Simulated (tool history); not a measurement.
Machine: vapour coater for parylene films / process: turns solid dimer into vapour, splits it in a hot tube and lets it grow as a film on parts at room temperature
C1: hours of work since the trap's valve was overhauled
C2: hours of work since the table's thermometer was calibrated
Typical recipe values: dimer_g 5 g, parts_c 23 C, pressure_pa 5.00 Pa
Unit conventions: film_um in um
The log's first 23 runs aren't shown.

Run 24, hour 1430.2: usual settings but dimer_g 4 g, parts_c 17 C, pressure_pa 5.51 Pa; C1 71; C2 60. Result: film_um 2.64 um.
Run 25, hour 1483.4: usual settings but pressure_pa 3.39 Pa; C1 92; C2 81. Result: film_um 2.61 um.
Run 26, hour 1520.4: usual settings but parts_c 22 C, pressure_pa 8.73 Pa; C1 107; C2 96. Result: film_um 2.50 um.
Run 27, hour 1600.8: usual settings but parts_c 22 C, pressure_pa 8.73 Pa; C1 140; C2 129. Result: film_um 2.52 um.
Run 28, hour 1652.5: usual settings but parts_c 25 C, pressure_pa 8.73 Pa; C1 161; C2 150. Result: film_um 2.18 um.
Run 29, hour 1721.5: usual settings; C1 188; C2 178. Result: film_um 2.51 um.
Run 30, hour 1761.4: usual settings but dimer_g 3 g, parts_c 22 C, pressure_pa 2.02 Pa; C1 205; C2 194. Result: film_um 1.64 um.
Run 31, hour 1840.3: usual settings but dimer_g 3 g; C1 236; C2 225. Result: film_um 1.52 um.
Run 32, hour 1915.4: usual settings but dimer_g 3 g, pressure_pa 4.87 Pa; C1 267; C2 256. Result: film_um 1.47 um.
Run 33, hour 1956.9: usual settings but dimer_g 3 g, parts_c 29 C; C1 283; C2 272. Result: film_um 1.13 um.
Run 34, hour 2046.2: usual settings but dimer_g 3 g, parts_c 29 C, pressure_pa 2.39 Pa; C1 319; C2 309. Result: film_um 1.16 um.
Run 35, hour 2121.1: usual settings but dimer_g 3 g, parts_c 29 C, pressure_pa 2.39 Pa; C1 350; C2 339. Result: film_um 1.13 um.
Run 36, hour 2160.9: usual settings but dimer_g 3 g, parts_c 29 C, pressure_pa 6.73 Pa; C1 366; C2 355. Result: film_um 1.09 um.
At hour 2224.0: trap's valve overhauled.
Run 37, hour 2230.3: usual settings but parts_c 28 C, pressure_pa 2.01 Pa; C1 3; C2 381. Result: film_um 2.20 um.
Run 38, hour 2272.8: usual settings but dimer_g 8 g, parts_c 18 C, pressure_pa 2.01 Pa; C1 20; C2 398. Result: film_um 5.55 um.
Run 39, hour 2340.9: usual settings but dimer_g 2 g, pressure_pa 2.97 Pa; C1 47; C2 426. Result: film_um 1.09 um.
Run 40, hour 2427.0: usual settings but dimer_g 6 g, parts_c 19 C, pressure_pa 5.13 Pa; C1 82; C2 461. Result: film_um 3.68 um.
Run 41, hour 2508.0: usual settings but dimer_g 6 g, parts_c 19 C, pressure_pa 5.13 Pa; C1 115; C2 493. Result: film_um 3.68 um.
Run 42, hour 2570.5: usual settings but dimer_g 6 g, parts_c 28 C; C1 140; C2 518. Result: film_um 2.44 um.

4 ways to go on from here, each from the tool as it stands after run 42. What would each give?
Run A, hour 2635.4: usual settings but dimer_g 3 g, parts_c 24 C, pressure_pa 3.44 Pa; C1 166; C2 545. Result: film_um ?.
Run B, hour 2635.4: usual settings but dimer_g 4 g, parts_c 27 C, pressure_pa 8.62 Pa; C1 166; C2 545. Result: film_um ?.
Run C, hour 2635.4: usual settings but dimer_g 6 g, pressure_pa 3.34 Pa; C1 166; C2 545. Result: film_um ?.
Run D, hour 2635.4: usual settings but dimer_g 4 g, parts_c 33 C, pressure_pa 2.89 Pa; C1 166; C2 545. Result: film_um ?.

run  film_um
  A     1.51
  B     1.63
  C     3.07
  D     1.35
Take away the tool's hidden state, keep each run's random variation, and the runs would have read:
run  film_um
  A     1.54
  B     1.66
  C     3.13
  D     1.38

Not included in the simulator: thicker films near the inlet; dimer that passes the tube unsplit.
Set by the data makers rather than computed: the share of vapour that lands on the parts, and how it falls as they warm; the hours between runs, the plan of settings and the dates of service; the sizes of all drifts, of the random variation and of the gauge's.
